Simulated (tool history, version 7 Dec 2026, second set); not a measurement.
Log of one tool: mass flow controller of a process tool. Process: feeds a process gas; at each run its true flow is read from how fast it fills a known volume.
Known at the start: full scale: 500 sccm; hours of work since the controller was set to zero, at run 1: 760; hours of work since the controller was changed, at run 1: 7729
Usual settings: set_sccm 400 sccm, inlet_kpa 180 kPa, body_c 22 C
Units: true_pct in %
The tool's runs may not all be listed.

run	hour	set_sccm	inlet_kpa	body_c	hours of work since the controller was set to zero	hours of work since the controller was changed	true_pct
1	0	400	180	22	760	7729	100.55
2	284.6	400	180	22	891	7860	100.54
3	506.9	400	180	22	993	7962	100.67
4	865.4	400	180	22	1159	8128	100.65
5	1245.6	400	180	22	1334	8303	100.74
6	1664.1	400	180	22	1527	8496	100.71
7	2150.3	400	180	22	1751	8720	100.71
8	2414.3	400	180	22	1873	8842	100.65
9	2797.7	400	180	22	2050	9019	100.79
10	3248.3	400	196	22	2257	9226	100.93
11	3474.1	400	199	22	2361	9331	100.77
12	3934.7	134	180	22	2574	9543	99.08
# hour 4115: controller exchanged for a calibrated one
13	4373.4	134	180	22	119	119	98.11
14	4605.2	134	180	22	226	226	98.04
15	4931.2	400	180	22	376	376	99.17
16	5187.1	400	166	22	494	494	99.16
17	5649.6	400	180	22	708	708	99.26
18	5884.8	143	180	22	816	816	98.04
19	6174	360	161	23	949	949	98.93
20	6447.4	347	187	29	1076	1076	99.64
21	6931.6	347	187	29	1299	1299	99.85
22	7228.3	275	275	35	1436	1436	100.27
23	7556.1	275	275	35	1587	1587	100.36
24	7798.2	127	180	25	1698	1698	97.98
25	8249.3	127	180	25	1906	1906	98.06
26	8647.6	82	152	22	2090	2090	96.92
27	9088.8	400	160	37	2293	2293	100.44
28	9586.8	400	160	37	2523	2523	100.44
29	10037.8	80	148	26	2731	2731	96.94
30	10354.7	77	180	29	2877	2877	97.25
31	10614.2	118	151	29	2997	2997	97.98
32	10842.8	73	149	40	3102	3102	97.84
33	11287.9	147	180	40	3307	3307	99.4
34	11575.9	228	261	29	3440	3440	99.61
35	12081.2	80	180	22	3673	3673	96.49
36	12582.4	400	180	40	3904	3904	101.16

Forecast each of these 5 alternatives for the next run:
A	12835.7	400	168	33	4021	4021	?
B	12835.7	94	235	37	4021	4021	?
C	12835.7	400	254	22	4021	4021	?
D	12835.7	132	153	22	4021	4021	?
E	12835.7	209	158	23	4021	4021	?

run	true_pct
A	100.34
B	98.35
C	99.99
D	97.26
E	98.3
Without the tool's hidden state the same runs would have given:
run	true_pct
A	100.06
B	99.7
C	99.71
D	98
E	98.48

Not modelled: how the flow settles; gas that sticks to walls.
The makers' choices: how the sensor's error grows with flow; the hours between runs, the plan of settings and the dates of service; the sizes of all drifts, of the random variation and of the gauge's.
